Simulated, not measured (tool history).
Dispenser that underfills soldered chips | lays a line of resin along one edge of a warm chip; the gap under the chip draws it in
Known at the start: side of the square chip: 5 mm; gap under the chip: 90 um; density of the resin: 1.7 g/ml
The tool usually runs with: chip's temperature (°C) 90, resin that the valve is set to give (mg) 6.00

run   hour  chip's temperature (°C)  resin that the valve is set to give (mg)  time until the resin shows at the far edge (s)  resin that the valve gave (mg)
  1    0.0                       90                                      6.00                                            14.5                            5.91
  2    4.2                       90                                      6.00                                             9.8                            5.93
  3   12.6                       90                                      6.00                                            13.1                            5.85
  4   17.2                       90                                      5.13                                             9.8                            4.98
  5   20.9                       90                                      5.13                                            11.0                            4.97
  6   26.8                       90                                      6.00                                            12.8                            5.85
  7   34.8                       90                                      6.00                                            10.0                            5.77
  8   41.6                       90                                      6.00                                            11.9                            5.81
  9   46.8                       90                                      6.00                                            13.4                            5.77
 10   52.1                       90                                      6.00                                            10.6                            5.85
 11   58.6                       90                                      6.00                                            12.1                            5.80
 12   62.1                       90                                      5.20                                            13.7                            5.02
 13   67.4                      102                                      6.53                                             6.1                            6.22
 14   73.0                       90                                      7.42                                            11.4                            7.03
 15   79.4                       90                                      6.11                                            13.7                            5.77
 16   86.2                       94                                      6.11                                             9.1                            6.23
 17   91.2                       88                                      7.43                                            12.3                            7.40
 18   96.7                       88                                      7.43                                            14.4                            7.41
 19  102.9                       96                                      6.05                                             8.2                            6.09
 20  106.8                       96                                      6.05                                             9.1                            5.99
 21  111.2                       96                                      6.05                                            10.5                            6.01
 22  115.9                       93                                      7.23                                             8.8                            7.09
 23  121.3                       93                                      6.25                                            10.6                            6.19

Removed from this log: 9 entries logged between the listed runs. Between which two listed runs does each belong, and how does the tool's hidden state at the listed run before it compare with that at the listed run after it?
After run 1, before run 2: new syringe of resin (hour 1.3)
  resin's viscosity, % of fresh resin's: 148.9 -> 106.5; dose that the valve gives, % of what is set: 98.35 -> 98.2; true chip temperature over the reading, C: 1.62 -> 1.64
  the result without the hidden state subtracted from the measured one, time until the resin shows at the far edge (s): +4.1 -> +0.1; resin that the valve gave (mg): -0.10 -> -0.11
After run 3, before run 4: new syringe of resin (hour 17.2)
  resin's viscosity, % of fresh resin's: 132.9 -> 100.2; dose that the valve gives, % of what is set: 97.86 -> 97.69; true chip temperature over the reading, C: 1.69 -> 1.71
  the result without the hidden state subtracted from the measured one, time until the resin shows at the far edge (s): +2.6 -> -0.6; resin that the valve gave (mg): -0.13 -> -0.12
After run 6, before run 7: new syringe of resin (hour 33.3)
  resin's viscosity, % of fresh resin's: 129.2 -> 102.4; dose that the valve gives, % of what is set: 97.29 -> 96.99; true chip temperature over the reading, C: 1.77 -> 1.81
  the result without the hidden state subtracted from the measured one, time until the resin shows at the far edge (s): +2.2 -> -0.4; resin that the valve gave (mg): -0.16 -> -0.18
After run 9, before run 10: new syringe of resin (hour 49.5)
  resin's viscosity, % of fresh resin's: 140.5 -> 107.9; dose that the valve gives, % of what is set: 96.51 -> 96.29; true chip temperature over the reading, C: 1.88 -> 1.91
  the result without the hidden state subtracted from the measured one, time until the resin shows at the far edge (s): +3.3 -> +0.1; resin that the valve gave (mg): -0.21 -> -0.23
After run 12, before run 13: new syringe of resin (hour 65.5)
  resin's viscosity, % of fresh resin's: 140.2 -> 103.5; dose that the valve gives, % of what is set: 95.86 -> 95.64; true chip temperature over the reading, C: 1.97 -> 2
  the result without the hidden state subtracted from the measured one, time until the resin shows at the far edge (s): +3.4 -> -0.2; resin that the valve gave (mg): -0.22 -> -0.29
After run 15, before run 16: new syringe of resin (hour 81.3); dispensing valve cleaned and set on the balance (hour 86.2)
  resin's viscosity, % of fresh resin's: 142.1 -> 108.6; dose that the valve gives, % of what is set: 95.14 -> 100.31; true chip temperature over the reading, C: 2.07 -> 2.1
  the result without the hidden state subtracted from the measured one, time until the resin shows at the far edge (s): +3.4 -> +0.0; resin that the valve gave (mg): -0.30 -> +0.02
After run 18, before run 19: new syringe of resin (hour 98.2)
  resin's viscosity, % of fresh resin's: 143 -> 111.1; dose that the valve gives, % of what is set: 99.89 -> 99.64; true chip temperature over the reading, C: 2.16 -> 2.19
  the result without the hidden state subtracted from the measured one, time until the resin shows at the far edge (s): +3.5 -> +0.2; resin that the valve gave (mg): -0.01 -> -0.02
After run 21, before run 22: new syringe of resin (hour 114.2)
  resin's viscosity, % of fresh resin's: 138.2 -> 103.7; dose that the valve gives, % of what is set: 99.3 -> 99.12; true chip temperature over the reading, C: 2.24 -> 2.27
  the result without the hidden state subtracted from the measured one, time until the resin shows at the far edge (s): +2.2 -> -0.4; resin that the valve gave (mg): -0.04 -> -0.07
